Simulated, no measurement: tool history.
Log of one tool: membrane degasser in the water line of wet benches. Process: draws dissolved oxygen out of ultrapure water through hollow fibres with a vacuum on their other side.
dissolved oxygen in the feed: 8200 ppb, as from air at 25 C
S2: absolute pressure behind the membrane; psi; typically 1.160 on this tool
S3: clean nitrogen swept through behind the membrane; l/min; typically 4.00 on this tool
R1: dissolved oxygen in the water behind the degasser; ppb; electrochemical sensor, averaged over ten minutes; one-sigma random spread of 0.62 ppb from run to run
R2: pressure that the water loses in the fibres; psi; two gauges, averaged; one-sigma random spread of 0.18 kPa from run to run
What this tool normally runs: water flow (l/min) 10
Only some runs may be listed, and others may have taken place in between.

run 1 hour=0.0 | water_flow_(l/min)=10 S2=1.160 S3=4.00 | R1=59.4 R2=4.590
run 2 hour=101.5 | water_flow_(l/min)=10 S2=1.630 S3=4.00 | R1=80.5 R2=4.624
run 3 hour=220.6 | water_flow_(l/min)=10 S2=1.630 S3=4.00 | R1=80.5 R2=4.601
run 4 hour=357.1 | water_flow_(l/min)=10 S2=2.463 S3=4.00 | R1=114.8 R2=4.651
run 5 hour=513.6 | water_flow_(l/min)=10 S2=1.160 S3=7.06 | R1=49.0 R2=4.544
run 6 hour=646.6 | water_flow_(l/min)=10 S2=1.160 S3=4.00 | R1=60.8 R2=4.595
run 7 hour=815.2 | water_flow_(l/min)=10 S2=1.160 S3=4.00 | R1=61.2 R2=4.622
run 8 hour=977.2 | water_flow_(l/min)=15 S2=1.298 S3=6.86 | R1=95.3 R2=6.897
run 9 hour=1133.6 | water_flow_(l/min)=15 S2=0.744 S3=6.86 | R1=76.1 R2=6.912
run 10 hour=1261.5 | water_flow_(l/min)=15 S2=0.744 S3=6.86 | R1=76.4 R2=6.942
run 11 hour=1351.4 | water_flow_(l/min)=15 S2=0.744 S3=6.86 | R1=75.3 R2=6.942
run 12 hour=1461.1 | water_flow_(l/min)=15 S2=0.744 S3=6.86 | R1=75.3 R2=6.995
run 13 hour=1628.3 | water_flow_(l/min)=10 S2=2.409 S3=1.64 | R1=229.0 R2=4.667
run 14 hour=1783.5 | water_flow_(l/min)=10 S2=1.139 S3=5.49 | R1=54.5 R2=4.635

Alternative continuations, all from the tool just after run 14; predict every row:
run A hour=1940.1 | water_flow_(l/min)=10 S2=1.160 S3=3.82 | R1=? R2=?
run B hour=1940.1 | water_flow_(l/min)=14 S2=0.953 S3=4.00 | R1=? R2=?
run C hour=1940.1 | water_flow_(l/min)=12 S2=1.070 S3=10.96 | R1=? R2=?

run=A R1=65.5 R2=4.680
run=B R1=88.6 R2=6.519
run=C R1=56.5 R2=5.610
What these runs would have given with no unlogged condition in the tool:
run=A R1=55.7 R2=4.443
run=B R1=73.5 R2=6.189
run=C R1=45.1 R2=5.326

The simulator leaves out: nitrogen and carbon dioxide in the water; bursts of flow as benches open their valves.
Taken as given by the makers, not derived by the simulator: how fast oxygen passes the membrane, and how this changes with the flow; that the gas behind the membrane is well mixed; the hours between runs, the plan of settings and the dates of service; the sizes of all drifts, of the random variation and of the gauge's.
